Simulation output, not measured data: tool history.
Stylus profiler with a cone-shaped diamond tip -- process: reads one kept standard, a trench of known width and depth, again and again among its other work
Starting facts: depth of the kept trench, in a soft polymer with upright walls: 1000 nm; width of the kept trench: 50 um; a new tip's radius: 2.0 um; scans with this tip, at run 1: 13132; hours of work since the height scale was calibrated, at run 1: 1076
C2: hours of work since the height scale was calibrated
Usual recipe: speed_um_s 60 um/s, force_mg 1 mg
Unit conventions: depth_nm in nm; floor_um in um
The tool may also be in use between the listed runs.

{"run": 1, "hour": 0.0, "speed_um_s": 60, "force_mg": 1, "scans with this tip": 13132, "C2": 1076, "depth_nm": 1005.87, "floor_um": 46.31}
{"run": 2, "hour": 23.0, "speed_um_s": 60, "force_mg": 1, "scans with this tip": 13296, "C2": 1089, "depth_nm": 1005.79, "floor_um": 46.21}
{"run": 3, "hour": 53.8, "speed_um_s": 208, "force_mg": 1, "scans with this tip": 13514, "C2": 1107, "depth_nm": 1005.89, "floor_um": 45.74}
{"run": 4, "hour": 83.4, "speed_um_s": 208, "force_mg": 1, "scans with this tip": 13725, "C2": 1124, "depth_nm": 1005.92, "floor_um": 45.72}
{"run": 5, "hour": 110.8, "speed_um_s": 208, "force_mg": 1, "scans with this tip": 13920, "C2": 1140, "depth_nm": 1006.01, "floor_um": 45.7}
{"run": 6, "hour": 135.8, "speed_um_s": 135, "force_mg": 1, "scans with this tip": 14097, "C2": 1155, "depth_nm": 1005.38, "floor_um": 46}
{"run": 7, "hour": 153.3, "speed_um_s": 135, "force_mg": 1, "scans with this tip": 14221, "C2": 1165, "depth_nm": 1005.98, "floor_um": 46.03}
{"run": 8, "hour": 184.0, "speed_um_s": 135, "force_mg": 1, "scans with this tip": 14439, "C2": 1183, "depth_nm": 1006.03, "floor_um": 46.06}
{"run": 9, "hour": 204.0, "speed_um_s": 60, "force_mg": 0.72, "scans with this tip": 14582, "C2": 1195, "depth_nm": 1004.8, "floor_um": 46.29}
{"run": 10, "hour": 238.9, "speed_um_s": 60, "force_mg": 0.72, "scans with this tip": 14830, "C2": 1215, "depth_nm": 1004.22, "floor_um": 46.25}
{"run": 11, "hour": 268.2, "speed_um_s": 60, "force_mg": 0.72, "scans with this tip": 15038, "C2": 1232, "depth_nm": 1004.76, "floor_um": 46.28}
{"run": 12, "hour": 301.7, "speed_um_s": 60, "force_mg": 0.72, "scans with this tip": 15276, "C2": 1251, "depth_nm": 1004.63, "floor_um": 46.19}
{"run": 13, "hour": 320.7, "speed_um_s": 60, "force_mg": 0.72, "scans with this tip": 15411, "C2": 1263, "depth_nm": 1004.76, "floor_um": 46.28}
{"run": 14, "hour": 342.6, "speed_um_s": 102, "force_mg": 1, "scans with this tip": 15567, "C2": 1275, "depth_nm": 1006.21, "floor_um": 46.04}
{"run": 15, "hour": 358.4, "speed_um_s": 60, "force_mg": 1, "scans with this tip": 15679, "C2": 1284, "depth_nm": 1005.87, "floor_um": 46.22}
{"run": 16, "hour": 376.7, "speed_um_s": 60, "force_mg": 1, "scans with this tip": 15809, "C2": 1295, "depth_nm": 1005.71, "floor_um": 46.31}
{"run": 17, "hour": 400.2, "speed_um_s": 60, "force_mg": 1, "scans with this tip": 15976, "C2": 1309, "depth_nm": 1005.85, "floor_um": 46.34}
{"run": 18, "hour": 431.6, "speed_um_s": 18, "force_mg": 0.43, "scans with this tip": 16199, "C2": 1327, "depth_nm": 1003.42, "floor_um": 46.44}
{"run": 19, "hour": 462.7, "speed_um_s": 16, "force_mg": 0.41, "scans with this tip": 16421, "C2": 1345, "depth_nm": 1003.33, "floor_um": 46.42}

Forecast run 20:
{"run": 20, "hour": 478.3, "speed_um_s": 29, "force_mg": 1, "scans with this tip": 16531, "C2": 1354, "depth_nm": "?", "floor_um": "?"}

{"run 20": {"depth_nm": 1005.99, "floor_um": 46.4}}
The same run, on a tool lacking any hidden state, would have yielded depth_nm 1005.94 nm, floor_um 46.43 um.
